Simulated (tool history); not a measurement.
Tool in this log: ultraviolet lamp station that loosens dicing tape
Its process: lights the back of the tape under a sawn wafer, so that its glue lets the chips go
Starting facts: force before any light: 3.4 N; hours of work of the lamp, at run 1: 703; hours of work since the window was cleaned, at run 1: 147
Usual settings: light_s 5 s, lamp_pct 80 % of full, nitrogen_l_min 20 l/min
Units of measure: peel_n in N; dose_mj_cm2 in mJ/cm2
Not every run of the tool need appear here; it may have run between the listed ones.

run,day,light_s,lamp_pct,nitrogen_l_min,hours of work of the lamp,hours of work since the window was cleaned,peel_n,dose_mj_cm2
1,0,5,80,20,703,147,0.184,351
2,1.225,5,80,20,716,161,0.198,349
3,1.996,3,80,20,725,169,0.539,207
4,2.821,3,80,20,734,178,0.547,205
5,3.962,5,80,20,746,190,0.2,343
6,4.796,5,80,20,755,199,0.211,341
7,6.433,5,80,20,773,217,0.22,332
8,8.017,5,80,20,790,234,0.214,335
9,9.283,5,84,22,804,248,0.189,337
10,10.954,5,91,15,822,266,0.243,364
11,11.825,5,80,28,831,276,0.181,316
12,13.125,4,81,38,845,290,0.24,253

Run 13 comes next. What will it give?
13,14.808,4,80,38,864,308,?,?

Run 13 gave peel_n 0.259 N, dose_mj_cm2 244 mJ/cm2.
Take away the tool's hidden state, keep the run-to-run variation as it was, and the same run would have given peel_n 0.132 N, dose_mj_cm2 353 mJ/cm2.

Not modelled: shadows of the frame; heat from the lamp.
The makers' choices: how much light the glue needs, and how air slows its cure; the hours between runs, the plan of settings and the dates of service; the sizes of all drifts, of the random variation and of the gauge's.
